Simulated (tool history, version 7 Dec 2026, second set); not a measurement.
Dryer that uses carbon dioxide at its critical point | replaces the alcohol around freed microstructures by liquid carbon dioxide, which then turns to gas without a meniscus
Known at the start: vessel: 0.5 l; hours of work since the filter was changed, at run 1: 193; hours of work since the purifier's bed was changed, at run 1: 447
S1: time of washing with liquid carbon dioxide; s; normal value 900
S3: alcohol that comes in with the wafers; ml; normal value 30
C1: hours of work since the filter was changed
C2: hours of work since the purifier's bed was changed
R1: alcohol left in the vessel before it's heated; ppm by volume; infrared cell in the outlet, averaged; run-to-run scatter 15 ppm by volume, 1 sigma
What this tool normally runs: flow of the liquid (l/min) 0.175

{"run": 1, "hour": 0.0, "S1": 900, "flow of the liquid (l/min)": 0.175, "S3": 30, "C1": 193, "C2": 447, "R1": 1265}
{"run": 2, "hour": 18.9, "S1": 900, "flow of the liquid (l/min)": 0.175, "S3": 30, "C1": 206, "C2": 459, "R1": 1274}
{"run": 3, "hour": 33.7, "S1": 900, "flow of the liquid (l/min)": 0.175, "S3": 30, "C1": 216, "C2": 469, "R1": 1326}
{"run": 4, "hour": 54.9, "S1": 900, "flow of the liquid (l/min)": 0.175, "S3": 80, "C1": 230, "C2": 484, "R1": 3493}
{"run": 5, "hour": 81.2, "S1": 900, "flow of the liquid (l/min)": 0.175, "S3": 80, "C1": 248, "C2": 501, "R1": 3490}
{"run": 6, "hour": 96.9, "S1": 900, "flow of the liquid (l/min)": 0.175, "S3": 80, "C1": 258, "C2": 512, "R1": 3704}
{"run": 7, "hour": 131.1, "S1": 900, "flow of the liquid (l/min)": 0.175, "S3": 80, "C1": 281, "C2": 535, "R1": 3680}
{"run": 8, "hour": 150.7, "S1": 900, "flow of the liquid (l/min)": 0.175, "S3": 80, "C1": 294, "C2": 548, "R1": 3750}
{"hour": 156.3, "done": "inlet filter changed"}
{"run": 9, "hour": 167.0, "S1": 840, "flow of the liquid (l/min)": 0.175, "S3": 80, "C1": 7, "C2": 559, "R1": 3481}
{"run": 10, "hour": 202.7, "S1": 900, "flow of the liquid (l/min)": 0.185, "S3": 30, "C1": 31, "C2": 583, "R1": 819}
{"run": 11, "hour": 232.0, "S1": 900, "flow of the liquid (l/min)": 0.185, "S3": 30, "C1": 51, "C2": 602, "R1": 862}
{"run": 12, "hour": 266.2, "S1": 1080, "flow of the liquid (l/min)": 0.185, "S3": 31, "C1": 74, "C2": 625, "R1": 419}
{"run": 13, "hour": 288.4, "S1": 660, "flow of the liquid (l/min)": 0.105, "S3": 31, "C1": 89, "C2": 640, "R1": 11284}
{"run": 14, "hour": 321.2, "S1": 660, "flow of the liquid (l/min)": 0.105, "S3": 31, "C1": 111, "C2": 662, "R1": 11375}
{"run": 15, "hour": 335.8, "S1": 660, "flow of the liquid (l/min)": 0.105, "S3": 31, "C1": 121, "C2": 672, "R1": 11557}
{"run": 16, "hour": 358.4, "S1": 660, "flow of the liquid (l/min)": 0.105, "S3": 31, "C1": 136, "C2": 687, "R1": 11278}

Predict each of these 3 candidate next runs independently; none follows another, all start after run 16:
{"run": "A", "hour": 383.6, "S1": 840, "flow of the liquid (l/min)": 0.105, "S3": 31, "C1": 153, "C2": 704, "R1": "?"}
{"run": "B", "hour": 383.6, "S1": 600, "flow of the liquid (l/min)": 0.165, "S3": 31, "C1": 153, "C2": 704, "R1": "?"}
{"run": "C", "hour": 383.6, "S1": 900, "flow of the liquid (l/min)": 0.175, "S3": 100, "C1": 153, "C2": 704, "R1": "?"}

run=A R1=7222
run=B R1=5132
run=C R1=3849
With no hidden state in the tool, these same runs would have given:
run=A R1=6485
run=B R1=4525
run=C R1=3156

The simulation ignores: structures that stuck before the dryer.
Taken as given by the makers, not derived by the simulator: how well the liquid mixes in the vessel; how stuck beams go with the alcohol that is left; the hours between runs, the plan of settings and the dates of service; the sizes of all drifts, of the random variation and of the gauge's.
